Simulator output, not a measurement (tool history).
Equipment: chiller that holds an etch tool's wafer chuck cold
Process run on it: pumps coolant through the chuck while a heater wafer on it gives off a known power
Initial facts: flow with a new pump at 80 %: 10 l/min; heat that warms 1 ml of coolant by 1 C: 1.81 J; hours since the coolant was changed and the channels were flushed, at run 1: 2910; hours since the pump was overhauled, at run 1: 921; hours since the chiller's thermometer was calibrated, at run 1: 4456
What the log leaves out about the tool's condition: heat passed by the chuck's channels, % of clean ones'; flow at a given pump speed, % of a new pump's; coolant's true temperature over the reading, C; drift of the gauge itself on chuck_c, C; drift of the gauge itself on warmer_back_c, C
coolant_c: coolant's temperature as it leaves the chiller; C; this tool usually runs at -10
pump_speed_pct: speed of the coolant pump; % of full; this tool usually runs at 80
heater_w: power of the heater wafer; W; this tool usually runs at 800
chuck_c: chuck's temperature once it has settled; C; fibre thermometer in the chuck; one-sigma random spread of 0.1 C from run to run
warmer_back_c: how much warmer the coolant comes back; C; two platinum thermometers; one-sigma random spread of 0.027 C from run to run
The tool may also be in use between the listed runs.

run   hour  coolant_c  pump_speed_pct  heater_w  hours since the coolant was changed and the channels were flushed  hours since the pump was overhauled  hours since the chiller's thermometer was calibrated  chuck_c  warmer_back_c
  1      0        -10              80       800                                                               2910                                  921                                                  4456     -1.3           2.62
  2   48.3        -10              80       800                                                               2958                                  969                                                  4505     -1.3            2.7
  3  109.7        -10              80       800                                                               3019                                 1031                                                  4566     -1.3           2.67
  4  150.4        -10              80       800                                                               3060                                 1072                                                  4607     -1.4           2.63
  5  180.4        -10              80       800                                                               3090                                 1101                                                  4637     -1.4            2.7
  6  214.6        -10              80       800                                                               3124                                 1136                                                  4671     -1.4           2.67

Run 7 is up next; what results do you expect?
  7  275.2        -10              80       800                                                               3185                                 1196                                                  4732        ?              ?

Run 7 produced chuck_c -1.4 C, warmer_back_c 2.63 C.
Had the tool carried no hidden state, the very same run would have given chuck_c -1.4 C, warmer_back_c 2.62 C.

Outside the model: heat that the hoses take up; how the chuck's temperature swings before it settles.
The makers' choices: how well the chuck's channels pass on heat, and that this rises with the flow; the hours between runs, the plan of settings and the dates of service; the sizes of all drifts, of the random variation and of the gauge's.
